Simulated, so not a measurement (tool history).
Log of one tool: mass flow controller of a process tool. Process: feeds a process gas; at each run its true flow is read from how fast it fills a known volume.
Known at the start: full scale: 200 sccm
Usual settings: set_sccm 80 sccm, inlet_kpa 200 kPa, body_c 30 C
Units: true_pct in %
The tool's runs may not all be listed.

run 1 day=0 | set_sccm=80 inlet_kpa=200 body_c=30 | true_pct=96.69
run 2 day=12.496 | set_sccm=80 inlet_kpa=200 body_c=30 | true_pct=96.34
run 3 day=36.292 | set_sccm=80 inlet_kpa=200 body_c=30 | true_pct=96.21
run 4 day=46.208 | set_sccm=80 inlet_kpa=200 body_c=30 | true_pct=96.15
run 5 day=64.071 | set_sccm=80 inlet_kpa=200 body_c=30 | true_pct=95.92
run 6 day=76.696 | set_sccm=80 inlet_kpa=200 body_c=30 | true_pct=95.95
run 7 day=87.246 | set_sccm=80 inlet_kpa=200 body_c=20 | true_pct=94.95
run 8 day=103.258 | set_sccm=80 inlet_kpa=200 body_c=20 | true_pct=94.63
run 9 day=124.933 | set_sccm=80 inlet_kpa=200 body_c=26 | true_pct=95.11
-- day=126.012 controller's zero set anew
run 10 day=137.846 | set_sccm=80 inlet_kpa=200 body_c=26 | true_pct=94.42
run 11 day=151.654 | set_sccm=31 inlet_kpa=249 body_c=24 | true_pct=88.04
run 12 day=165.333 | set_sccm=31 inlet_kpa=249 body_c=24 | true_pct=87.84
run 13 day=179.654 | set_sccm=84 inlet_kpa=142 body_c=24 | true_pct=94.4
run 14 day=199.196 | set_sccm=50 inlet_kpa=200 body_c=39 | true_pct=92.69

The next listed run, before its measurement:
run 15 day=213.629 | set_sccm=98 inlet_kpa=198 body_c=25 | true_pct=?

{"run 15": {"true_pct": 94.67}}
Without the tool's hidden state the same run would have given true_pct 98.91 %.
